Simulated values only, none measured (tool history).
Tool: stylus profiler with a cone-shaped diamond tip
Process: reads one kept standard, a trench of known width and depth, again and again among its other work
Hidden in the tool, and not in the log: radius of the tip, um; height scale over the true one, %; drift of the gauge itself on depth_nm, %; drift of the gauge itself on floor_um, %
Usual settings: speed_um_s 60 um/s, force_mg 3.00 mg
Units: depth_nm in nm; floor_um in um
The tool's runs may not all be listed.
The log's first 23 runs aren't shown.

| run | hour | speed_um_s | force_mg | scans with this tip | hours of work since the height scale was calibrated | depth_nm | floor_um |
|---|---|---|---|---|---|---|---|
| 24 | 312.8 | 55 | 1.04 | 7607 | 517 | 201.31 | 97.27 |
| 25 | 327.8 | 186 | 2.72 | 7730 | 525 | 203.08 | 96.90 |
| 26 | 345.0 | 186 | 2.72 | 7872 | 535 | 203.06 | 96.79 |
| 27 | 354.3 | 186 | 2.72 | 7948 | 540 | 203.10 | 96.82 |
| 28 | 368.8 | 186 | 2.72 | 8068 | 548 | 202.99 | 96.83 |
| 29 | 382.4 | 19 | 6.01 | 8180 | 556 | 205.56 | 97.48 |
| 30 | 399.0 | 60 | 2.40 | 8316 | 565 | 202.72 | 97.30 |
| 31 | 408.6 | 29 | 1.27 | 8395 | 570 | 201.52 | 97.34 |
| 32 | 426.4 | 29 | 1.27 | 8542 | 580 | 201.53 | 97.40 |
| 33 | 442.8 | 54 | 1.88 | 8676 | 589 | 202.24 | 97.31 |
| 34 | 454.4 | 54 | 1.88 | 8772 | 596 | 202.30 | 97.30 |
| 35 | 464.3 | 54 | 1.88 | 8854 | 602 | 202.18 | 97.22 |

Forecast each of these 3 alternatives for the next run:
| A | 480.2 | 104 | 7.57 | 8984 | 610 | ? | ? |
| B | 480.2 | 96 | 5.82 | 8984 | 610 | ? | ? |
| C | 480.2 | 80 | 5.22 | 8984 | 610 | ? | ? |

| run | depth_nm | floor_um |
|---|---|---|
| A | 206.31 | 97.32 |
| B | 205.28 | 97.30 |
| C | 204.90 | 97.28 |
Without the tool's hidden state the same runs would have given:
| run | depth_nm | floor_um |
|---|---|---|
| A | 206.87 | 97.82 |
| B | 205.84 | 97.80 |
| C | 205.45 | 97.78 |
